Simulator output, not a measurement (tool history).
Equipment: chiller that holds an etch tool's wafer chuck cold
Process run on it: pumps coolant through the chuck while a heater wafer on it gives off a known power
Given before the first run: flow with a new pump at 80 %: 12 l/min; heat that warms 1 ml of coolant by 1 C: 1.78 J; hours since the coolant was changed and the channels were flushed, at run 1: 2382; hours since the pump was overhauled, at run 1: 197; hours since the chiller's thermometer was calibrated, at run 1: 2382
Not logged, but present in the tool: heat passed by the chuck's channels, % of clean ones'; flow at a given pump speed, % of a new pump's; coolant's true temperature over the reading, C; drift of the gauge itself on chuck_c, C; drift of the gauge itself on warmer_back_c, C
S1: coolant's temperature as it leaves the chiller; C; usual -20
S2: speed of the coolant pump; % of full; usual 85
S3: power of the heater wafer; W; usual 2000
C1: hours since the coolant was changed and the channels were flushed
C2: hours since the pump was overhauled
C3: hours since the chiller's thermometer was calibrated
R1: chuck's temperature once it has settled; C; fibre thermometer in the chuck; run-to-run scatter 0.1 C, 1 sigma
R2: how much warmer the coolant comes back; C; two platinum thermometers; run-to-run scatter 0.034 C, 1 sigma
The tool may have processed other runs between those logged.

run,day,S1,S2,S3,C1,C2,C3,R1,R2
1,0,-20,85,2000,2382,197,2382,-5.8,5.25
2,3.2,-20,85,2000,2459,274,2459,-5.9,5.3
3,5.754,-25,85,2000,2520,335,2520,-10.7,5.25
4,7.942,-25,85,2000,2573,387,2573,-10.8,5.22
5,10.85,-20,100,2000,2643,457,2643,-7.3,4.43
6,13.892,-20,100,2000,2716,530,2716,-7.2,4.38
7,16.858,-20,85,2456,2787,601,2787,-2.6,6.46
8,20.046,-20,85,2000,2863,678,2863,-5.6,5.34
# day 22.538: chiller's thermometer calibrated
9,22.629,-20,85,2000,2924,739,2,-6,5.38
10,25.858,-20,85,2000,3002,816,80,-6,5.38
11,28.717,-20,94,2000,3071,885,148,-7,4.78
12,31.308,-20,71,2000,3133,947,211,-3.6,6.59
13,34.171,-20,85,1574,3201,1016,279,-8.8,4.19
14,36.742,-20,85,2000,3263,1078,341,-5.7,5.36
15,39.712,-20,85,2000,3334,1149,412,-5.6,5.29
16,42.958,-20,85,2000,3412,1227,490,-5.6,5.34
17,45.475,-20,85,2000,3473,1287,551,-5.5,5.34
18,48.358,-21,73,2000,3542,1356,620,-4.8,6.42
19,49.767,-18,60,1568,3576,1390,654,-3.3,6.24
20,52.35,-18,60,1568,3638,1452,716,-3.1,6.27
21,55.092,-18,66,2940,3704,1518,781,7.8,10.53
22,56.454,-20,85,2008,3736,1551,814,-5.5,5.44
23,58.679,-24,62,2740,3790,1604,867,1.4,10.68
24,61.329,-24,62,2740,3853,1668,931,1.3,10.66
25,63.5,-11,62,1902,3905,1720,983,6.6,7.31
26,66.575,-11,62,1902,3979,1794,1057,6.9,7.36
27,69.758,-11,62,1902,4056,1870,1133,6.9,7.34
28,71.762,-12,62,1538,4104,1918,1181,2.5,5.97
29,74.888,-28,78,1538,4179,1993,1256,-15.9,4.63
30,77.167,-28,78,1538,4233,2048,1311,-15.7,4.61
31,78.688,-26,66,1159,4270,2084,1348,-15.5,4.25

Describe how what the log doesn't record of the tool's condition differs between the last listed run preceding each entry between runs and the first listed run following it.
Run 8 -> run 9: chiller's thermometer calibrated (day 22.538)
  heat passed by the chuck's channels, % of clean ones': 91.4 -> 91.3; coolant's true temperature over the reading, C: 0.3 -> -0.06
  measured less the result without the state, R1: +1.4 -> +1 C; R2: +0.07 -> +0.07 C

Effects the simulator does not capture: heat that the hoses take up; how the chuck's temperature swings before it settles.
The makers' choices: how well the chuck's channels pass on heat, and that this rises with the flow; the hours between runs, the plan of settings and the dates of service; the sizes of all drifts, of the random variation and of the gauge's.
